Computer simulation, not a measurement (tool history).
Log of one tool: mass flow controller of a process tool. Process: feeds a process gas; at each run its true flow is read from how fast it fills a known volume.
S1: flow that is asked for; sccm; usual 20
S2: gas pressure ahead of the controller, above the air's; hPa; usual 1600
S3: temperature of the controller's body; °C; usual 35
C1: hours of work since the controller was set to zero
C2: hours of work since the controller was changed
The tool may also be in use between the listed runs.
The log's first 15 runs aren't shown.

run 16 day=71.221 | S1=20 S2=1600 S3=35 | C1=2394 C2=2394 | true_flow_(%)=98.31
run 17 day=74.129 | S1=20 S2=1600 S3=35 | C1=2415 C2=2415 | true_flow_(%)=98.45
run 18 day=79.475 | S1=8 S2=1630 S3=25 | C1=2454 C2=2454 | true_flow_(%)=95.77
-- day=79.888 controller's zero set anew
run 19 day=84.838 | S1=10 S2=1680 S3=37 | C1=36 C2=2493 | true_flow_(%)=95.76
run 20 day=88.912 | S1=12 S2=1760 S3=37 | C1=66 C2=2523 | true_flow_(%)=96.48
-- day=91.608 controller's zero set anew, once more
run 21 day=93.862 | S1=9 S2=1600 S3=33 | C1=17 C2=2560 | true_flow_(%)=98.76
run 22 day=99.225 | S1=9 S2=1600 S3=33 | C1=56 C2=2599 | true_flow_(%)=98.66
run 23 day=105.825 | S1=9 S2=1880 S3=21 | C1=104 C2=2647 | true_flow_(%)=98.25
run 24 day=112.825 | S1=12 S2=2500 S3=26 | C1=156 C2=2699 | true_flow_(%)=98.42
run 25 day=118.842 | S1=12 S2=2500 S3=26 | C1=200 C2=2743 | true_flow_(%)=98.28
run 26 day=124.138 | S1=20 S2=2230 S3=36 | C1=239 C2=2782 | true_flow_(%)=99.32
run 27 day=128.808 | S1=20 S2=1870 S3=35 | C1=273 C2=2816 | true_flow_(%)=99.33
run 28 day=134.546 | S1=14 S2=1600 S3=27 | C1=315 C2=2858 | true_flow_(%)=98.67
run 29 day=137.738 | S1=13 S2=1570 S3=35 | C1=339 C2=2882 | true_flow_(%)=99.01
run 30 day=144.562 | S1=10 S2=2340 S3=30 | C1=389 C2=2932 | true_flow_(%)=98.3
run 31 day=150.9 | S1=7 S2=1420 S3=29 | C1=435 C2=2978 | true_flow_(%)=98.09
run 32 day=155.3 | S1=7 S2=1420 S3=29 | C1=468 C2=3010 | true_flow_(%)=97.99
run 33 day=162.246 | S1=15 S2=1600 S3=40 | C1=519 C2=3061 | true_flow_(%)=99.19
run 34 day=165.462 | S1=15 S2=1600 S3=40 | C1=542 C2=3085 | true_flow_(%)=99.1

Forecast each of these 4 alternatives for the next run:
run A day=171.167 | S1=38 S2=1930 S3=35 | C1=584 C2=3127 | true_flow_(%)=?
run B day=171.167 | S1=15 S2=1880 S3=31 | C1=584 C2=3127 | true_flow_(%)=?
run C day=171.167 | S1=5 S2=2220 S3=35 | C1=584 C2=3127 | true_flow_(%)=?
run D day=171.167 | S1=5 S2=2730 S3=24 | C1=584 C2=3127 | true_flow_(%)=?

run=A true_flow_(%)=100.6
run=B true_flow_(%)=98.88
run=C true_flow_(%)=97.44
run=D true_flow_(%)=96.91
Without the tool's hidden state the same runs would have given:
run=A true_flow_(%)=99.9
run=B true_flow_(%)=98.44
run=C true_flow_(%)=97.88
run=D true_flow_(%)=97.35

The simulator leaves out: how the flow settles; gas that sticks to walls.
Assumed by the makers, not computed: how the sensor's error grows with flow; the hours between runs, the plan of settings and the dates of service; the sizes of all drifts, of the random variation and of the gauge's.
